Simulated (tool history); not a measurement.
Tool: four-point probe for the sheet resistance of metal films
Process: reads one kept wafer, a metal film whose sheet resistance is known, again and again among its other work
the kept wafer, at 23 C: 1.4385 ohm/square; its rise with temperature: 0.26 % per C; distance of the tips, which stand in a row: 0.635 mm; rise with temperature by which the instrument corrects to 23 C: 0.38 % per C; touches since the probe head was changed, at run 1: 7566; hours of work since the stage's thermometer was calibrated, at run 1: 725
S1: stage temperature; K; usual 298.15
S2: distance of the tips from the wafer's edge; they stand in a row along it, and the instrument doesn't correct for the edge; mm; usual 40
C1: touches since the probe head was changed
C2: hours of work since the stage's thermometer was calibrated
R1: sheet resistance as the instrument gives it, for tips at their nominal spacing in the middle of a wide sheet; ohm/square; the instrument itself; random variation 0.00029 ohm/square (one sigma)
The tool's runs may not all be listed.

run	hour	S1	S2	C1	C2	R1
1	0.0	298.15	40	7566	725	1.433936
2	22.7	298.15	40	7818	735	1.433563
3	48.0	298.15	40	8097	746	1.434407
4	62.5	298.15	40	8257	753	1.433337
5	78.9	295.15	40	8438	760	1.438985
6	97.4	298.15	4	8642	768	1.452775
7	121.1	298.15	4	8904	778	1.453143
8	142.3	298.15	4	9139	788	1.452681
9	159.9	298.15	4	9333	795	1.453219
10	173.2	298.15	4	9480	801	1.453158
11	202.2	300.15	29	9800	814	1.430622
12	215.3	300.15	16	9946	820	1.431841
13	228.1	302.15	72	10086	825	1.427056
14	255.8	304.15	40	10392	837	1.424057
15	287.3	300.15	64	10741	851	1.430718
16	307.6	300.15	64	10965	860	1.430091
17	324.3	300.15	64	11149	867	1.430259
18	348.3	291.15	13	11415	878	1.447015
19	366.4	297.15	18	11615	886	1.435839
20	396.4	296.15	36	11946	899	1.437127

3 ways to go on from here, each from the tool as it stands after run 20. What would each give?
A	427.6	297.15	7	12291	913	?
B	427.6	299.15	9	12291	913	?
C	427.6	307.15	40	12291	913	?

run	R1
A	1.441435
B	1.435669
C	1.419701
Without the tool's hidden state the same runs would have given:
run	R1
A	1.443209
B	1.437443
C	1.421485
